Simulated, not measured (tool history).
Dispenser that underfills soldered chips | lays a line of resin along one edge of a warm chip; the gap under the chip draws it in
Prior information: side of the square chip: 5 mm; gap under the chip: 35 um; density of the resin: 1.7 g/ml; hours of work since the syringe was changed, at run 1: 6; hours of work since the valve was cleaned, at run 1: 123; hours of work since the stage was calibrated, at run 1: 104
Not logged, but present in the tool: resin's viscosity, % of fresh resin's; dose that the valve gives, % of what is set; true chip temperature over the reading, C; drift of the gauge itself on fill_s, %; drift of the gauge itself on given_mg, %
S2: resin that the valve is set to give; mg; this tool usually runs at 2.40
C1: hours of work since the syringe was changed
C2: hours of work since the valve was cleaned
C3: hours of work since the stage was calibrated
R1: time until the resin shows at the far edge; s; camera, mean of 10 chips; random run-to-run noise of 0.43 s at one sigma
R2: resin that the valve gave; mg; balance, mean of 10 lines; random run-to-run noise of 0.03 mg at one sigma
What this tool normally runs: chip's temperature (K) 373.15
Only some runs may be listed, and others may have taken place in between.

run 1 day=0.000 | chip's_temperature_(K)=373.15 S2=2.40 | C1=6 C2=123 C3=104 | R1=44.8 R2=2.24
run 2 day=0.104 | chip's_temperature_(K)=373.15 S2=2.40 | C1=7 C2=124 C3=106 | R1=48.2 R2=2.23
-- day=0.308 new syringe of resin
run 3 day=0.308 | chip's_temperature_(K)=373.15 S2=2.40 | C1=0 C2=127 C3=109 | R1=30.8 R2=2.22
run 4 day=0.438 | chip's_temperature_(K)=373.15 S2=2.40 | C1=2 C2=129 C3=111 | R1=34.8 R2=2.19
run 5 day=0.654 | chip's_temperature_(K)=373.15 S2=2.40 | C1=5 C2=132 C3=114 | R1=41.6 R2=2.22
-- day=0.796 dispensing valve cleaned and set on the balance
run 6 day=0.817 | chip's_temperature_(K)=373.15 S2=2.40 | C1=7 C2=0 C3=116 | R1=47.3 R2=2.36
run 7 day=0.938 | chip's_temperature_(K)=373.15 S2=2.40 | C1=9 C2=2 C3=118 | R1=51.2 R2=2.40
-- day=1.054 new syringe of resin
run 8 day=1.071 | chip's_temperature_(K)=364.15 S2=2.40 | C1=0 C2=4 C3=120 | R1=40.5 R2=2.41
run 9 day=1.242 | chip's_temperature_(K)=373.15 S2=2.88 | C1=3 C2=7 C3=123 | R1=36.1 R2=2.91
run 10 day=1.396 | chip's_temperature_(K)=373.15 S2=2.88 | C1=5 C2=9 C3=125 | R1=41.3 R2=2.82
run 11 day=1.617 | chip's_temperature_(K)=373.15 S2=2.40 | C1=9 C2=12 C3=128 | R1=50.8 R2=2.36
-- day=1.754 new syringe of resin
run 12 day=1.838 | chip's_temperature_(K)=388.15 S2=2.40 | C1=1 C2=16 C3=132 | R1=21.2 R2=2.38
run 13 day=1.962 | chip's_temperature_(K)=388.15 S2=2.40 | C1=3 C2=18 C3=133 | R1=23.2 R2=2.29
run 14 day=2.179 | chip's_temperature_(K)=388.15 S2=2.40 | C1=7 C2=21 C3=137 | R1=29.0 R2=2.37
run 15 day=2.379 | chip's_temperature_(K)=388.15 S2=2.40 | C1=10 C2=24 C3=140 | R1=34.9 R2=2.38
-- day=2.446 new syringe of resin
run 16 day=2.579 | chip's_temperature_(K)=388.15 S2=2.40 | C1=2 C2=27 C3=143 | R1=22.4 R2=2.38
run 17 day=2.762 | chip's_temperature_(K)=388.15 S2=2.40 | C1=5 C2=30 C3=146 | R1=26.3 R2=2.38
run 18 day=2.962 | chip's_temperature_(K)=373.15 S2=2.40 | C1=8 C2=33 C3=149 | R1=49.3 R2=2.34
-- day=3.138 new syringe of resin
run 19 day=3.183 | chip's_temperature_(K)=373.15 S2=2.40 | C1=1 C2=36 C3=152 | R1=31.7 R2=2.35
run 20 day=3.350 | chip's_temperature_(K)=364.15 S2=2.77 | C1=3 C2=39 C3=155 | R1=47.9 R2=2.68
run 21 day=3.475 | chip's_temperature_(K)=364.15 S2=2.77 | C1=5 C2=41 C3=156 | R1=53.8 R2=2.68
run 22 day=3.608 | chip's_temperature_(K)=359.15 S2=2.40 | C1=7 C2=43 C3=159 | R1=73.3 R2=2.32
run 23 day=3.708 | chip's_temperature_(K)=375.15 S2=2.69 | C1=9 C2=44 C3=160 | R1=46.8 R2=2.62
-- day=3.825 new syringe of resin
run 24 day=3.888 | chip's_temperature_(K)=363.15 S2=2.00 | C1=1 C2=47 C3=163 | R1=46.0 R2=1.97
run 25 day=4.104 | chip's_temperature_(K)=386.15 S2=2.00 | C1=4 C2=50 C3=166 | R1=28.0 R2=1.93
run 26 day=4.300 | chip's_temperature_(K)=387.15 S2=2.32 | C1=7 C2=53 C3=169 | R1=32.1 R2=2.24
run 27 day=4.467 | chip's_temperature_(K)=384.15 S2=2.58 | C1=10 C2=56 C3=172 | R1=39.4 R2=2.47
-- day=4.529 new syringe of resin
run 28 day=4.667 | chip's_temperature_(K)=380.15 S2=2.49 | C1=2 C2=59 C3=174 | R1=29.5 R2=2.36
run 29 day=4.825 | chip's_temperature_(K)=380.15 S2=2.49 | C1=5 C2=61 C3=177 | R1=32.4 R2=2.38
run 30 day=5.042 | chip's_temperature_(K)=371.15 S2=2.55 | C1=8 C2=64 C3=180 | R1=50.6 R2=2.44

What will run 31 give?
run 31 day=5.138 | chip's_temperature_(K)=371.15 S2=2.55 | C1=9 C2=66 C3=182 | R1=? R2=?

{"run 31": {"R1": 55.8, "R2": 2.43}}
With no hidden state in the tool, this same run would have given R1 32.5 s, R2 2.53 mg.
